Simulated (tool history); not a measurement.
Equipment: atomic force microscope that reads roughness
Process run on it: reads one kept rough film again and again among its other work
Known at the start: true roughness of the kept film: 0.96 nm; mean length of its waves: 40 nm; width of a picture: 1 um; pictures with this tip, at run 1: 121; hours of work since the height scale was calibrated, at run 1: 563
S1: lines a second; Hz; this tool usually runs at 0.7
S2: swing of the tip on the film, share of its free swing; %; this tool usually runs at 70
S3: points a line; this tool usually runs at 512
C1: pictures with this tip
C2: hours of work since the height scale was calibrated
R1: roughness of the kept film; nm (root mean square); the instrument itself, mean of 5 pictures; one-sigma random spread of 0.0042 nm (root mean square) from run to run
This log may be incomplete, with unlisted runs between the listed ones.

run,hour,S1,S2,S3,C1,C2,R1
1,0,0.7,70,512,121,563,0.902
# hour 3.8: new tip fitted
2,68.7,0.541,70,512,95,613,0.909
# hour 94.8: new tip fitted
3,143.9,0.742,70,512,73,668,0.906
# hour 183.9: new tip fitted
4,209.8,0.742,70,512,38,716,0.913
# hour 271.3: new tip fitted
5,271.6,0.742,70,512,1,761,0.928
6,318.3,0.742,70,512,70,795,0.91
# hour 359.5: new tip fitted
7,398.1,0.742,70,512,57,853,0.912
8,436,0.742,70,512,113,880,0.897
# hour 448.6: new tip fitted
9,508.1,0.57,70,512,88,933,0.908
# hour 536.1: new tip fitted
10,559.2,0.7,70,791,34,970,0.927
# hour 623.9: new tip fitted
11,627.7,0.7,70,791,6,1020,0.934
12,672.4,0.7,70,791,72,1052,0.912
# hour 712: new tip fitted
13,736.9,0.7,70,338,36,1099,0.92
14,788,0.7,70,905,112,1137,0.906
# hour 801.1: new tip fitted
15,849.8,0.7,70,905,71,1181,0.906
# hour 891.5: new tip fitted
16,928.2,0.7,87,527,54,1238,0.897
# hour 934.7: height scale calibrated on a step standard
17,967.9,3.053,57,512,112,24,0.893
# hour 979.9: new tip fitted
18,1018.1,0.514,79,593,56,61,0.912
# hour 1066.2: new tip fitted
19,1097.1,0.514,79,593,46,118,0.912
20,1140.3,0.514,79,593,110,150,0.903
# hour 1153.6: new tip fitted
21,1186,3.408,81,339,48,183,0.826
# hour 1243.3: new tip fitted
22,1243.3,3.408,57,339,0,224,0.915
23,1310.8,2.82,70,714,99,274,0.871
# hour 1321.7: height scale calibrated on a step standard, once more
# hour 1333.6: new tip fitted
24,1389,3.573,61,684,82,49,0.885
# hour 1421.7: new tip fitted
25,1469.6,0.509,61,574,71,107,0.925

Predict the results of run 26:
# hour 1507.3: new tip fitted
26,1507.3,1.469,67,305,0,135,?

{"run 26": {"R1": 0.918}}
The same run, on a tool lacking any hidden state, would have yielded R1 0.918 nm (root mean square).
